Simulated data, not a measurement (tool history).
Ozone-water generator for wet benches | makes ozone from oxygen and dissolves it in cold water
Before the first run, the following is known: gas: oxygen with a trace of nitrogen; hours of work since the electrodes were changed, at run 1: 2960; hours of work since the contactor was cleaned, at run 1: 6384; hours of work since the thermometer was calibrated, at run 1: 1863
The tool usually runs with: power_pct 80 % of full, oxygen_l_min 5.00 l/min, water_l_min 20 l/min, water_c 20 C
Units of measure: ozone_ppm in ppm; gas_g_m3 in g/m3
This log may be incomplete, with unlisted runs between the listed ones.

run	hour	power_pct	oxygen_l_min	water_l_min	water_c	hours of work since the electrodes were changed	hours of work since the contactor was cleaned	hours of work since the thermometer was calibrated	ozone_ppm	gas_g_m3
1	0.0	80	5.00	20	20	2960	6384	1863	17.5	183.2
2	129.8	80	5.00	20	20	3054	6477	1956	17.1	183.2
3	248.4	80	5.00	20	20	3139	6563	2041	17.7	181.5
4	373.4	80	5.00	20	20	3229	6652	2131	17.4	182.5
5	490.7	80	5.00	20	20	3313	6736	2215	17.2	180.1
6	587.9	80	5.83	20	20	3383	6806	2285	17.3	166.3
7	688.0	80	5.83	20	20	3454	6878	2357	17.5	167.6
8	759.3	80	5.83	20	20	3506	6929	2408	17.3	166.5
9	829.2	80	5.83	24	20	3556	6980	2458	15.2	166.9
10	936.8	80	5.83	24	20	3633	7057	2535	14.9	166.8
11	1060.3	80	5.83	30	24	3722	7145	2624	12.1	165.4
12	1149.9	80	3.11	30	12	3786	7210	2688	12.0	226.4
13	1255.8	80	3.49	30	12	3862	7286	2764	12.4	213.8
14	1381.1	46	5.00	12	16	3952	7376	2854	17.4	118.0
15	1480.5	45	4.50	19	20	4024	7447	2926	11.8	122.3
16	1546.7	98	3.16	26	20	4071	7495	2973	15.2	262.1
17	1664.8	73	3.16	20	20	4156	7580	3058	15.3	209.8
18	1732.9	80	5.00	20	17	4205	7628	3107	17.8	176.7
19	1819.7	82	3.17	20	20	4267	7691	3169	17.1	226.5

Forecast each of these 4 alternatives for the next run:
# hour 1890.0: gauge calibrated
# hour 1890.5: water thermometer calibrated
A	1951.3	66	5.00	21	20	4361	7785	44	?	?
# hour 1890.0: gauge calibrated
# hour 1890.5: water thermometer calibrated
B	1951.3	82	3.17	17	22	4361	7785	44	?	?
# hour 1890.0: gauge calibrated
# hour 1890.5: water thermometer calibrated
C	1951.3	82	3.17	20	21	4361	7785	44	?	?
# hour 1890.0: gauge calibrated
# hour 1890.5: water thermometer calibrated
D	1951.3	85	5.75	20	20	4361	7785	44	?	?

run	ozone_ppm	gas_g_m3
A	14.5	158.4
B	19.1	235.5
C	16.7	233.5
D	18.0	177.1
Take away the tool's hidden state, keep each run's random variation, and the runs would have read:
run	ozone_ppm	gas_g_m3
A	14.5	158.6
B	19.1	235.9
C	16.8	233.8
D	18.0	177.4

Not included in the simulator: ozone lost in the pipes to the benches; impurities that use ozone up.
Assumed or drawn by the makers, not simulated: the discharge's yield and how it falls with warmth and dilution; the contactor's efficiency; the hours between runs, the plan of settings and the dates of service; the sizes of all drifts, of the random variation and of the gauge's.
